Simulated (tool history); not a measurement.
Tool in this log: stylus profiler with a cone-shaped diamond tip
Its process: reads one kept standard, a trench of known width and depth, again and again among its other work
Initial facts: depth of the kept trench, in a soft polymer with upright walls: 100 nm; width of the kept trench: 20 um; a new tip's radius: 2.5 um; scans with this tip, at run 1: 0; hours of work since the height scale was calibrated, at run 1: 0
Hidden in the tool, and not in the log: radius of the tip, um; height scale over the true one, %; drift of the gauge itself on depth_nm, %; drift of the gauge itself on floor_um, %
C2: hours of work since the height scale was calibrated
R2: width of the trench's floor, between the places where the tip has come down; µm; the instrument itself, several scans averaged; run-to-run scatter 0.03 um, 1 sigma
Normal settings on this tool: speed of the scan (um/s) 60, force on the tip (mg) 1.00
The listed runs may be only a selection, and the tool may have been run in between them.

Run 1, hour 0.0: usual settings; scans with this tip 0; C2 0. Result: depth of the trench (nm) 100.45, R2 18.18 µm.
Run 2, hour 60.1: usual settings; scans with this tip 508; C2 47. Result: depth of the trench (nm) 100.44, R2 18.17 µm.
Run 3, hour 145.7: usual settings but force on the tip (mg) 2.24; scans with this tip 1233; C2 114. Result: depth of the trench (nm) 100.75, R2 18.33 µm.
Run 4, hour 224.1: usual settings but force on the tip (mg) 0.92; scans with this tip 1897; C2 176. Result: depth of the trench (nm) 100.37, R2 18.13 µm.
Run 5, hour 281.0: usual settings but speed of the scan (um/s) 47; scans with this tip 2379; C2 221. Result: depth of the trench (nm) 100.35, R2 18.20 µm.
Run 6, hour 337.5: usual settings but speed of the scan (um/s) 47; scans with this tip 2856; C2 265. Result: depth of the trench (nm) 100.44, R2 18.20 µm.
Run 7, hour 423.0: usual settings but speed of the scan (um/s) 47; scans with this tip 3580; C2 332. Result: depth of the trench (nm) 100.33, R2 18.16 µm.
Run 8, hour 489.1: usual settings but speed of the scan (um/s) 22, force on the tip (mg) 0.55; scans with this tip 4140; C2 384. Result: depth of the trench (nm) 100.14, R2 18.24 µm.
Run 9, hour 533.6: usual settings but speed of the scan (um/s) 22, force on the tip (mg) 0.55; scans with this tip 4516; C2 419. Result: depth of the trench (nm) 100.09, R2 18.25 µm.
Run 10, hour 573.2: usual settings but speed of the scan (um/s) 59, force on the tip (mg) 1.12; scans with this tip 4851; C2 450. Result: depth of the trench (nm) 100.38, R2 18.08 µm.
Run 11, hour 610.6: usual settings but speed of the scan (um/s) 18, force on the tip (mg) 2.69; scans with this tip 5168; C2 480. Result: depth of the trench (nm) 100.84, R2 18.36 µm.
Run 12, hour 680.4: usual settings but speed of the scan (um/s) 18, force on the tip (mg) 2.69; scans with this tip 5759; C2 534. Result: depth of the trench (nm) 100.73, R2 18.34 µm.

3 options for the next run, each taken on its own from the tool as it stands now. Forecast them:
Run A, hour 764.4: usual settings but speed of the scan (um/s) 138, force on the tip (mg) 0.92; scans with this tip 6470; C2 600. Result: depth of the trench (nm) ?, R2 ?.
Run B, hour 764.4: usual settings but speed of the scan (um/s) 34, force on the tip (mg) 0.50; scans with this tip 6470; C2 600. Result: depth of the trench (nm) ?, R2 ?.
Run C, hour 764.4: usual settings but speed of the scan (um/s) 29, force on the tip (mg) 0.34; scans with this tip 6470; C2 600. Result: depth of the trench (nm) ?, R2 ?.

run  depth of the trench (nm)     R2
  A                    100.24  17.43
  B                     99.96  18.05
  C                     99.91  18.04
Stripped of hidden state, with their random variation kept, the same runs would have yielded:
run  depth of the trench (nm)     R2
  A                    100.49  17.65
  B                    100.21  18.27
  C                    100.16  18.26
